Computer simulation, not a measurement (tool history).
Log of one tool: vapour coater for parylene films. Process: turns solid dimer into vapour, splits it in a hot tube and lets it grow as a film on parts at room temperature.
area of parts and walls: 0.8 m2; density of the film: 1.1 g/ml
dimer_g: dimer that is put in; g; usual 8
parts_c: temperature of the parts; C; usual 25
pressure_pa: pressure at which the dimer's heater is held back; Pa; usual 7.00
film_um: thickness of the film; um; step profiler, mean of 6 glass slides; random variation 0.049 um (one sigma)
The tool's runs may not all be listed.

run,day,dimer_g,parts_c,pressure_pa,film_um
1,0.000,8,25,7.00,5.59
2,3.238,8,25,7.00,5.49
3,5.500,8,25,7.00,5.34
4,7.867,10,25,7.00,6.59
5,11.421,10,25,7.00,6.48
# day 11.862: trap's valve overhauled
6,13.696,8,25,7.00,4.82
7,16.204,8,25,7.00,4.77
8,18.029,8,25,7.00,4.67
# day 20.729: trap's valve overhauled, once more
9,21.383,8,25,7.00,5.76
10,23.229,8,25,7.00,5.58
11,25.879,8,28,4.82,5.20

Hidden state or all else? Some run-to-run changes of film_um, split into what the settings, what came in and random variation would give without the hidden state, and what is left for the hidden state (with any gauge scatter that isn't in both results):
The hidden state here: vapour lost through the trap's worn valve, %; true temperature of the parts over the reading, C; drift of the gauge itself on film_um, %.
Run 5 -> 6: dimer_g 10 -> 8, trap's valve overhauled. film_um -1.66 um: hidden state -0.19, all else -1.47.
Run 8 -> 9: trap's valve overhauled, once more. film_um +1.09 um: hidden state +1.04, all else +0.05.

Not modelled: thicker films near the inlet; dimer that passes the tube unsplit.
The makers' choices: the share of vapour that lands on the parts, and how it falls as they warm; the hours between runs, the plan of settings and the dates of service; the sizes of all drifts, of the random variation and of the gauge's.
